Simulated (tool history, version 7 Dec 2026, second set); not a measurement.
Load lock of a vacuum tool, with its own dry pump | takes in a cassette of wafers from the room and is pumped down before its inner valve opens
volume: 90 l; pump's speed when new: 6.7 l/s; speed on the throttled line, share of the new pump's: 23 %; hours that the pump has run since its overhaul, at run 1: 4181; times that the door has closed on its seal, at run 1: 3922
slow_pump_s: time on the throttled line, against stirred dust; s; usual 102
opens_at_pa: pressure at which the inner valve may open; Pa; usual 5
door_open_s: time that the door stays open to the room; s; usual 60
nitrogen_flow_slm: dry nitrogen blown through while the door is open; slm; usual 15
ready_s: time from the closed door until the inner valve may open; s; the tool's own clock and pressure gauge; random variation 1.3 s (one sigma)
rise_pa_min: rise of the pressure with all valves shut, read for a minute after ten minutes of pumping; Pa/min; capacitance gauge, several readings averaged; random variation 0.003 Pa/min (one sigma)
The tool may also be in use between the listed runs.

run     hour  slow_pump_s  opens_at_pa  door_open_s  nitrogen_flow_slm  hours that the pump has run since its overhaul  times that the door has closed on its seal  incoming humidity of the room's air, %  ready_s  rise_pa_min
  1        0          102            5           60                 15                                            4181                                        3922                                      43    220.9        0.069
  2    356.2          102            5           60                 15                                            4537                                        4423                                      42      218        0.072
  3    672.1          143            5           60                 15                                            4853                                        4868                                      47      252        0.086
  4   1039.2          143            5           60                 15                                            5220                                        5385                                    43.3    250.5        0.081
  5   1561.1          102            5           60                 15                                            5742                                        6119                                    45.3    220.8        0.087
  6   2053.6          102            5           74                 15                                            6235                                        6813                                    44.2    223.6        0.104
  7   2472.7          102            5           74                 15                                            6654                                        7403                                    45.6    222.8         0.11
  8   2832.6          102            5           74                 15                                            7014                                        7909                                    45.7    223.7         0.12
  9   3053.7          102            7           74                 15                                            7235                                        8221                                    45.3    216.9         0.12
 10     3484          102            5           60                 15                                            7665                                        8826                                    41.9    226.1        0.119
 11   3829.4          102            5           60                 15                                            8011                                        9313                                    45.8    226.2        0.116
 12   4138.6          102            5           97                 15                                            8320                                        9748                                    45.9    224.6        0.147
 13   4360.8          102            5           97                 15                                            8542                                       10061                                      47    226.4        0.148
 14   4741.1          102            5           97                 15                                            8922                                       10596                                    48.6    227.6        0.166
 15   5151.6          102            5           38                 15                                            9333                                       11174                                    45.4      227        0.135
 16   5362.1          102            5           38                 15                                            9543                                       11470                                    44.2      227        0.139
 17   5594.9          102            6           38                 15                                            9776                                       11798                                    44.8    225.4        0.135
 18   5810.8          102            6           38                 15                                            9992                                       12102                                    43.5    223.8        0.144
 19   6053.5          139            8           98                 33                                           10235                                       12443                                    45.9    245.5        0.164
 20     6349          139            8           98                 33                                           10530                                       12859                                    46.3    245.7        0.171
 21   6701.9           57            6          198                 24                                           10883                                       13356                                    48.1    193.4        0.225
 22   7038.1          147            5           60                  4                                           11219                                       13829                                    43.8    261.7        0.191
 23   7261.1          124           10           34                 26                                           11442                                       14143                                    43.4    235.6        0.161
 24   7743.1           60           10           34                 11                                           11924                                       14822                                    45.1    188.3        0.177
 25   8253.2           60           10           34                 11                                           12434                                       15540                                    46.5    189.4        0.189
 26   8529.3          102            5          107                 15                                           12711                                       15928                                    43.5    235.1        0.233
 27   8913.8           93            5          104                  7                                           13095                                       16470                                    46.6    228.1         0.25
 28   9219.8           93            5          104                  5                                           13401                                       16900                                    40.7    227.7        0.248
 29   9440.6          169            8          104                 17                                           13622                                       17211                                    44.5    273.6        0.247
 30   9935.2          102            5           30                 24                                           14116                                       17908                                    47.3    236.5        0.216
 31  10368.8          192            8           60                 15                                           14550                                       18518                                    44.3      290        0.248
 32  10615.1          192            8           60                 15                                           14796                                       18865                                      44    291.4        0.251
 33  10914.4          192            8           60                 15                                           15096                                       19286                                    44.1    290.4        0.259
 34    11250          192            8           60                 15                                           15431                                       19758                                    45.3      293        0.269

The next listed run, before its measurement:
 35  11631.7          102           10           60                 15                                           15813                                       20296                                    42.4        ?            ?

Run 35 gave ready_s 225.5 s, rise_pa_min 0.273 Pa/min.
Without the tool's hidden state the same run would have given ready_s 203.5 s, rise_pa_min 0.046 Pa/min.

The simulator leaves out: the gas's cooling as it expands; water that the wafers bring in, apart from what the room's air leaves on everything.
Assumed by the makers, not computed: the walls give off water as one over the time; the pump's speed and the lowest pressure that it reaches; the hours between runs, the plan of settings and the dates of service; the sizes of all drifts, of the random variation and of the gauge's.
